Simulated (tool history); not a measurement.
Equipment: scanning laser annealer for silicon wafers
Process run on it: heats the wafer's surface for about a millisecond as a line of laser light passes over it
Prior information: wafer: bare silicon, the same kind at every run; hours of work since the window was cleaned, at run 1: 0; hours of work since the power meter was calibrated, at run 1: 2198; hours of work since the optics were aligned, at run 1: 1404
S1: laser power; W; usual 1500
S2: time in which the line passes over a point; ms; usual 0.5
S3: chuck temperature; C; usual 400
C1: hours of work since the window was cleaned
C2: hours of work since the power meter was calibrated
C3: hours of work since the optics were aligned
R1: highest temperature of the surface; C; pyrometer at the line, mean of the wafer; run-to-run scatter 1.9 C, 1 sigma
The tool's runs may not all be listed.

| run | hour | S1 | S2 | S3 | C1 | C2 | C3 | R1 |
|---|---|---|---|---|---|---|---|---|
| 1 | 0 | 1500 | 0.5 | 400 | 0 | 2198 | 1404 | 1190 |
| 2 | 47.9 | 1500 | 0.5 | 400 | 36 | 2234 | 1439 | 1182 |
| 3 | 104.1 | 1500 | 0.5 | 400 | 77 | 2276 | 1481 | 1180 |
| 4 | 144.4 | 1500 | 0.454 | 400 | 107 | 2305 | 1511 | 1143 |
|  | 153.5 | optics aligned, line set to its width |
| 5 | 226.1 | 1500 | 0.454 | 400 | 164 | 2362 | 54 | 1129 |
| 6 | 292.9 | 1500 | 0.454 | 400 | 214 | 2412 | 103 | 1121 |
|  | 340.1 | optics aligned, line set to its width, once more |
| 7 | 361.4 | 1500 | 0.515 | 400 | 261 | 2459 | 16 | 1178 |
| 8 | 425.9 | 1500 | 0.515 | 400 | 309 | 2507 | 64 | 1174 |
| 9 | 478.2 | 1500 | 0.515 | 400 | 348 | 2546 | 103 | 1167 |
| 10 | 525.3 | 1500 | 0.515 | 400 | 383 | 2581 | 138 | 1166 |
| 11 | 591.2 | 1500 | 0.515 | 400 | 432 | 2630 | 186 | 1158 |
| 12 | 648.1 | 1500 | 0.5 | 400 | 474 | 2672 | 229 | 1140 |
|  | 683.5 | window over the wafer cleaned |
| 13 | 697.1 | 1500 | 0.5 | 400 | 10 | 2707 | 264 | 1197 |
| 14 | 729.4 | 1500 | 0.5 | 400 | 34 | 2731 | 288 | 1195 |
| 15 | 760.9 | 1500 | 0.5 | 419 | 57 | 2755 | 311 | 1207 |
| 16 | 827.6 | 1500 | 0.5 | 419 | 107 | 2804 | 361 | 1199 |
| 17 | 877.2 | 1500 | 0.5 | 419 | 144 | 2841 | 397 | 1197 |
| 18 | 923.1 | 1500 | 0.5 | 419 | 178 | 2875 | 432 | 1190 |
| 19 | 993.1 | 1500 | 0.5 | 419 | 230 | 2927 | 484 | 1185 |
| 20 | 1025.2 | 1500 | 0.5 | 419 | 254 | 2951 | 507 | 1187 |
| 21 | 1088.1 | 1500 | 0.579 | 419 | 301 | 2998 | 554 | 1225 |
| 22 | 1160.2 | 1480 | 0.579 | 373 | 354 | 3051 | 608 | 1158 |
| 23 | 1197.4 | 1480 | 0.579 | 373 | 382 | 3079 | 635 | 1156 |
| 24 | 1238.2 | 1480 | 0.579 | 373 | 412 | 3109 | 666 | 1151 |
| 25 | 1315 | 1500 | 0.426 | 379 | 469 | 3166 | 723 | 1062 |
|  | 1354.8 | window over the wafer cleaned |
| 26 | 1379.4 | 1308 | 0.615 | 391 | 18 | 3212 | 769 | 1119 |
| 27 | 1449.9 | 1577 | 0.45 | 393 | 71 | 3265 | 821 | 1186 |
| 28 | 1520 | 1577 | 0.408 | 382 | 123 | 3317 | 873 | 1134 |
| 29 | 1557.8 | 1500 | 0.424 | 431 | 151 | 3345 | 901 | 1148 |
| 30 | 1620.4 | 1500 | 0.424 | 431 | 197 | 3391 | 948 | 1142 |
| 31 | 1690.9 | 1289 | 0.5 | 426 | 250 | 3444 | 1000 | 1053 |
| 32 | 1751.1 | 1342 | 0.492 | 365 | 294 | 3489 | 1045 | 1018 |
| 33 | 1793.6 | 1531 | 0.552 | 400 | 326 | 3520 | 1077 | 1201 |
| 34 | 1831.8 | 1517 | 0.5 | 376 | 354 | 3548 | 1105 | 1131 |
| 35 | 1867.3 | 1517 | 0.5 | 376 | 381 | 3575 | 1131 | 1127 |
| 36 | 1925.6 | 1517 | 0.5 | 376 | 424 | 3618 | 1175 | 1122 |
| 37 | 1965.3 | 1517 | 0.5 | 376 | 453 | 3648 | 1204 | 1117 |
| 38 | 2013.6 | 1500 | 0.371 | 428 | 489 | 3683 | 1240 | 1065 |
|  | 2027.8 | window over the wafer cleaned |
| 39 | 2087.8 | 1500 | 0.371 | 428 | 45 | 3737 | 1294 | 1108 |
| 40 | 2126 | 1278 | 0.5 | 365 | 73 | 3765 | 1322 | 999 |

Here are 4 independent what-if runs from the current tool condition. What would each one return?
| A | 2180.7 | 1278 | 0.474 | 365 | 114 | 3806 | 1363 | ? |
| B | 2180.7 | 1500 | 0.489 | 371 | 114 | 3806 | 1363 | ? |
| C | 2180.7 | 1500 | 0.5 | 391 | 114 | 3806 | 1363 | ? |
| D | 2180.7 | 1628 | 0.427 | 360 | 114 | 3806 | 1363 | ? |

| run | R1 |
|---|---|
| A | 976 |
| B | 1130 |
| C | 1156 |
| D | 1154 |
Stripped of hidden state, with their random variation kept, the same runs would have yielded:
| run | R1 |
|---|---|
| A | 1010 |
| B | 1173 |
| C | 1199 |
| D | 1198 |

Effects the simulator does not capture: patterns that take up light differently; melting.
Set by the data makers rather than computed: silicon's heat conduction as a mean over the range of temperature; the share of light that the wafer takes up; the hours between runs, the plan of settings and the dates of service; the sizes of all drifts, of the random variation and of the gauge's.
